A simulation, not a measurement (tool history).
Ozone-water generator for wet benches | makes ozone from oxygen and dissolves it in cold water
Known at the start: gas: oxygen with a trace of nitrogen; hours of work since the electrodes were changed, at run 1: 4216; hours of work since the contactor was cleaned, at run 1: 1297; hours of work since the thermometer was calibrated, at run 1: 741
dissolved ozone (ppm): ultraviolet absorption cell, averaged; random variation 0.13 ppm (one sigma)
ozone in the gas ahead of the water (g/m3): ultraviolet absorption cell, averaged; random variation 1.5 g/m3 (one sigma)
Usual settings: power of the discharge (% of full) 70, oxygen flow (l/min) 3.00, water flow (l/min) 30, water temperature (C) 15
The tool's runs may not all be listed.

run    hour  power of the discharge (% of full)  oxygen flow (l/min)  water flow (l/min)  water temperature (C)  hours of work since the electrodes were changed  hours of work since the contactor was cleaned  hours of work since the thermometer was calibrated  dissolved ozone (ppm)  ozone in the gas ahead of the water (g/m3)
  1     0.0                                  70                 3.00                  30                     15                                             4216                                           1297                                                 741                   12.8                                       274.6
  2    74.9                                  70                 2.56                  30                     15                                             4274                                           1356                                                 800                   12.6                                       299.9
  3   194.4                                  70                 2.56                  30                     15                                             4368                                           1449                                                 893                   12.3                                       300.0
  4   264.3                                  70                 2.56                  30                     15                                             4422                                           1504                                                 948                   12.2                                       297.3
  5   389.2                                  70                 3.00                  27                     15                                             4520                                           1602                                                1046                   14.3                                       272.4
  6   522.3                                  70                 3.00                  30                     15                                             4624                                           1706                                                1150                   12.4                                       274.0
  7   662.4                                  70                 3.00                  30                     15                                             4734                                           1816                                                1260                   12.7                                       273.5
  8   764.7                                  70                 3.00                  30                     15                                             4814                                           1896                                                1340                   12.7                                       271.2
  9   840.2                                  70                 3.00                  30                     15                                             4873                                           1955                                                1399                   12.7                                       272.6
 10   984.8                                  70                 3.00                  30                     15                                             4987                                           2068                                                1512                   12.6                                       270.2
 11  1152.9                                  70                 3.52                  30                     15                                             5118                                           2200                                                1644                   13.1                                       250.1
 12  1262.7                                  70                 3.52                  30                     15                                             5204                                           2286                                                1730                   12.8                                       248.7
 13  1335.5                                  70                 3.00                  32                     15                                             5261                                           2343                                                1787                   11.5                                       272.3
 14  1406.3                                  70                 3.00                  32                     15                                             5317                                           2398                                                1842                   11.5                                       271.3
 15  1545.7                                  70                 1.89                  22                     15                                             5426                                           2507                                                1951                   16.6                                       350.2
 16  1629.3                                  63                 1.89                  22                     15                                             5491                                           2573                                                2017                   15.9                                       334.9
 17  1776.9                                  67                 1.89                  22                      7                                             5607                                           2688                                                2132                   17.3                                       344.9
 18  1923.0                                  74                 1.89                  22                      7                                             5721                                           2803                                                2247                   18.0                                       363.2
 19  2028.5                                  59                 3.00                  30                     18                                             5804                                           2885                                                2329                   11.5                                       243.0
 20  2104.7                                  70                 3.00                  33                     15                                             5863                                           2945                                                2389                   11.3                                       270.2
 21  2187.8                                  70                 3.00                  46                     15                                             5928                                           3010                                                2454                    7.2                                       268.6
 22  2303.6                                  70                 3.00                  46                     15                                             6019                                           3101                                                2545                    7.3                                       268.4
 23  2439.9                                  70                 3.00                  46                     15                                             6126                                           3208                                                2652                    7.1                                       270.4
 24  2596.7                                  70                 4.74                  30                     12                                             6249                                           3330                                                2774                   14.4                                       207.7
 25  2727.5                                  70                 4.74                  38                     12                                             6351                                           3433                                                2877                   10.9                                       206.0

4 ways to go on from here, each from the tool as it stands after run 25. What would each give?
  A  2820.4                                  58                 1.82                  38                     12                                             6424                                           3505                                                2949                      ?                                           ?
  B  2820.4                                  70                 2.43                  30                     22                                             6424                                           3505                                                2949                      ?                                           ?
  C  2820.4                                  70                 2.24                  30                     15                                             6424                                           3505                                                2949                      ?                                           ?
  D  2820.4                                  93                 2.93                  38                     12                                             6424                                           3505                                                2949                      ?                                           ?

run  dissolved ozone (ppm)  ozone in the gas ahead of the water (g/m3)
  A                    7.5                                       321.9
  B                   11.8                                       303.7
  C                   11.9                                       314.8
  D                   11.1                                       318.6
Without the tool's hidden state the same runs would have given:
run  dissolved ozone (ppm)  ozone in the gas ahead of the water (g/m3)
  A                    7.6                                       329.7
  B                   11.8                                       311.1
  C                   11.9                                       322.5
  D                   11.2                                       326.5
